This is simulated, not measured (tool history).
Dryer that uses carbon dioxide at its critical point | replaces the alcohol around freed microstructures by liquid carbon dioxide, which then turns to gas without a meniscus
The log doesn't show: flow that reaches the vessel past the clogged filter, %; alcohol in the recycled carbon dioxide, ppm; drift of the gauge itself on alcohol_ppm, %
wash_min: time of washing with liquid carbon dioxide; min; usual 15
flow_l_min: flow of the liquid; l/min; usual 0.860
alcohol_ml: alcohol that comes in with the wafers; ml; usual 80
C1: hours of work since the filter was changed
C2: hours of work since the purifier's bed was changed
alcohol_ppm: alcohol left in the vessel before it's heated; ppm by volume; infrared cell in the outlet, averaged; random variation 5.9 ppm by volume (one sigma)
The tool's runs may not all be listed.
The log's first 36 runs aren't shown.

Run 37, hour 1517.3: usual settings but flow_l_min 0.836 l/min, alcohol_ml 43 ml; C1 218; C2 89. Result: alcohol_ppm 188 ppm by volume.
Run 38, hour 1564.8: usual settings but flow_l_min 0.919 l/min; C1 251; C2 122. Result: alcohol_ppm 220 ppm by volume.
Run 39, hour 1589.0: usual settings but flow_l_min 0.919 l/min; C1 268; C2 139. Result: alcohol_ppm 218 ppm by volume.
Run 40, hour 1642.8: usual settings but flow_l_min 1.044 l/min, alcohol_ml 22 ml; C1 305; C2 176. Result: alcohol_ppm 54 ppm by volume.
Run 41, hour 1690.6: usual settings but flow_l_min 0.544 l/min, alcohol_ml 58 ml; C1 338; C2 209. Result: alcohol_ppm 1483 ppm by volume.
Run 42, hour 1745.0: usual settings but flow_l_min 1.143 l/min, alcohol_ml 58 ml; C1 375; C2 246. Result: alcohol_ppm 89 ppm by volume.
Run 43, hour 1768.1: usual settings but flow_l_min 1.143 l/min, alcohol_ml 36 ml; C1 391; C2 262. Result: alcohol_ppm 70 ppm by volume.
At hour 1800.8: inlet filter changed.
Run 44, hour 1805.7: usual settings but flow_l_min 0.726 l/min, alcohol_ml 47 ml; C1 3; C2 287. Result: alcohol_ppm 320 ppm by volume.
Run 45, hour 1837.2: usual settings but flow_l_min 1.039 l/min, alcohol_ml 47 ml; C1 25; C2 309. Result: alcohol_ppm 78 ppm by volume.
Run 46, hour 1877.0: usual settings but flow_l_min 1.039 l/min, alcohol_ml 47 ml; C1 52; C2 336. Result: alcohol_ppm 86 ppm by volume.
Run 47, hour 1910.7: usual settings but flow_l_min 1.039 l/min, alcohol_ml 47 ml; C1 76; C2 359. Result: alcohol_ppm 82 ppm by volume.

Forecast each of these 3 alternatives for the next run:
Run A, hour 1956.8: usual settings but wash_min 11 min; C1 107; C2 391. Result: alcohol_ppm ?.
Run B, hour 1956.8: usual settings but wash_min 23 min, flow_l_min 0.684 l/min, alcohol_ml 37 ml; C1 107; C2 391. Result: alcohol_ppm ?.
Run C, hour 1956.8: usual settings but alcohol_ml 32 ml; C1 107; C2 391. Result: alcohol_ppm ?.

run  alcohol_ppm
  A          979
  B           81
  C          141
Without the tool's hidden state the same runs would have given:
run  alcohol_ppm
  A          826
  B           31
  C           83
